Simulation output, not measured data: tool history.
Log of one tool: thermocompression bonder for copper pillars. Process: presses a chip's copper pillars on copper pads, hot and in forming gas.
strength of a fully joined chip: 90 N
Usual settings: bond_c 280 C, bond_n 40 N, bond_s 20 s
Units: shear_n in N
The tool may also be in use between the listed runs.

run   hour  bond_c  bond_n  bond_s  shear_n
  1      0     280      40      20     33.2
  2   73.5     280      40      20     32.8
  3  111.5     280      40      20     32.5
  4  149.3     280      40      10     27.6
  5  199.9     280      40      10     27.4
  6  275.6     280      40      10     26.7
  7    350     280      40      20     30.5
  8  425.2     280      40      20     30.1
  9  494.9     263      30      20     20.4
 10  573.8     279      48      11     29.7
 11  650.2     266      40      16       26
 12  712.9     279      45      38     45.2
 13  746.4     279      45      22     36.8
 14    828     279      45      22     36.6
 15  869.5     278      45      22       36
 16  908.1     278      45      22     35.9

Not shown: 4 entries that the log had between the listed runs. Between which runs, and how does the tool's hidden state differ before and after?
Between runs 3 and 4: forming gas filter changed (hour 135.7)
  true temperature of the bond over the reading, C: 9.2 -> 9.6; force that reaches the chip, % of what is set: 103.2 -> 103.4; oxide that the forming gas leaves, % of the face: 10.23 -> 0.9
  measured less the result without the state, shear_n: +0.7 -> +3.5 N
Between runs 6 and 7: heater calibrated with a thermocouple chip (hour 305.3)
  true temperature of the bond over the reading, C: 10.9 -> -0.4; force that reaches the chip, % of what is set: 103.8 -> 104.1; oxide that the forming gas leaves, % of the face: 4.07 -> 5.98
  measured less the result without the state, shear_n: +3.1 -> -1.1 N
Between runs 9 and 10: forming gas filter changed (hour 561.6)
  true temperature of the bond over the reading, C: 1 -> 1.7; force that reaches the chip, % of what is set: 104.6 -> 104.9; oxide that the forming gas leaves, % of the face: 9.59 -> 0.83
  measured less the result without the state, shear_n: -0.9 -> +1.5 N
Between runs 10 and 11: force cell calibrated (hour 582.8)
  true temperature of the bond over the reading, C: 1.7 -> 2.4; force that reaches the chip, % of what is set: 104.9 -> 106.7; oxide that the forming gas leaves, % of the face: 0.83 -> 2.69
  measured less the result without the state, shear_n: +1.5 -> +1.4 N
